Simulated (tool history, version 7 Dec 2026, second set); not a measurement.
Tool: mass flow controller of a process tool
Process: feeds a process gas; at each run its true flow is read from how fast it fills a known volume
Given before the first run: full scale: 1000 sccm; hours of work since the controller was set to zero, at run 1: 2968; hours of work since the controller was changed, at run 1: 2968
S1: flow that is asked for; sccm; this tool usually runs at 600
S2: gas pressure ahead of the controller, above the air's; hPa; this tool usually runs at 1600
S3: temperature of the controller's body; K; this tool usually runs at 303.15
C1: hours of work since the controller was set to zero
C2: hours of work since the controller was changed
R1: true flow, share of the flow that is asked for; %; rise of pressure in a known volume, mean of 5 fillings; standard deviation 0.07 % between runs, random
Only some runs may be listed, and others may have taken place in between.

run 1 hour=0.0 | S1=600 S2=1600 S3=303.15 | C1=2968 C2=2968 | R1=98.94
run 2 hour=103.5 | S1=475 S2=1600 S3=303.15 | C1=3000 C2=3000 | R1=98.78
run 3 hour=168.6 | S1=475 S2=1600 S3=303.15 | C1=3019 C2=3019 | R1=98.67
run 4 hour=270.0 | S1=889 S2=1600 S3=303.15 | C1=3050 C2=3050 | R1=99.82
run 5 hour=383.9 | S1=889 S2=1600 S3=303.15 | C1=3085 C2=3085 | R1=99.98
run 6 hour=445.5 | S1=600 S2=1600 S3=303.15 | C1=3104 C2=3104 | R1=98.92
run 7 hour=524.8 | S1=600 S2=1600 S3=303.15 | C1=3128 C2=3128 | R1=98.99
run 8 hour=640.2 | S1=600 S2=1600 S3=303.15 | C1=3163 C2=3163 | R1=99.03
run 9 hour=764.4 | S1=600 S2=1600 S3=303.15 | C1=3201 C2=3201 | R1=98.98
run 10 hour=861.8 | S1=600 S2=1600 S3=313.15 | C1=3231 C2=3231 | R1=99.64
run 11 hour=948.6 | S1=600 S2=1600 S3=313.15 | C1=3257 C2=3257 | R1=99.64
run 12 hour=1073.7 | S1=600 S2=1770 S3=303.15 | C1=3295 C2=3295 | R1=99.08
run 13 hour=1169.7 | S1=600 S2=1770 S3=303.15 | C1=3325 C2=3325 | R1=99.01
run 14 hour=1303.6 | S1=600 S2=1600 S3=303.15 | C1=3366 C2=3366 | R1=99.01
run 15 hour=1415.3 | S1=600 S2=1600 S3=299.15 | C1=3400 C2=3400 | R1=98.78
run 16 hour=1552.2 | S1=600 S2=1600 S3=303.15 | C1=3441 C2=3441 | R1=98.97
run 17 hour=1672.9 | S1=600 S2=1600 S3=303.15 | C1=3478 C2=3478 | R1=98.89
run 18 hour=1754.0 | S1=245 S2=1600 S3=303.15 | C1=3503 C2=3503 | R1=97.89
run 19 hour=1855.7 | S1=245 S2=1600 S3=303.15 | C1=3534 C2=3534 | R1=97.92
run 20 hour=1955.8 | S1=600 S2=1600 S3=307.15 | C1=3564 C2=3564 | R1=99.11
run 21 hour=2055.2 | S1=600 S2=1600 S3=307.15 | C1=3595 C2=3595 | R1=99.00
run 22 hour=2190.1 | S1=600 S2=1600 S3=307.15 | C1=3636 C2=3636 | R1=99.19
run 23 hour=2304.1 | S1=397 S2=1430 S3=307.15 | C1=3671 C2=3671 | R1=98.45
run 24 hour=2367.1 | S1=229 S2=1550 S3=293.15 | C1=3690 C2=3690 | R1=97.26
run 25 hour=2423.1 | S1=267 S2=1890 S3=299.15 | C1=3707 C2=3707 | R1=98.03
run 26 hour=2539.5 | S1=789 S2=2430 S3=299.15 | C1=3742 C2=3742 | R1=99.82
run 27 hour=2656.1 | S1=789 S2=2430 S3=299.15 | C1=3778 C2=3778 | R1=99.67
run 28 hour=2722.4 | S1=179 S2=2430 S3=299.15 | C1=3798 C2=3798 | R1=97.91

What does the tool deliver on the next run?
run 29 hour=2847.6 | S1=179 S2=2430 S3=299.15 | C1=3836 C2=3836 | R1=?

{"run 29": {"R1": 97.85}}
The same run, on a tool lacking any hidden state, would have yielded R1 97.86 %.

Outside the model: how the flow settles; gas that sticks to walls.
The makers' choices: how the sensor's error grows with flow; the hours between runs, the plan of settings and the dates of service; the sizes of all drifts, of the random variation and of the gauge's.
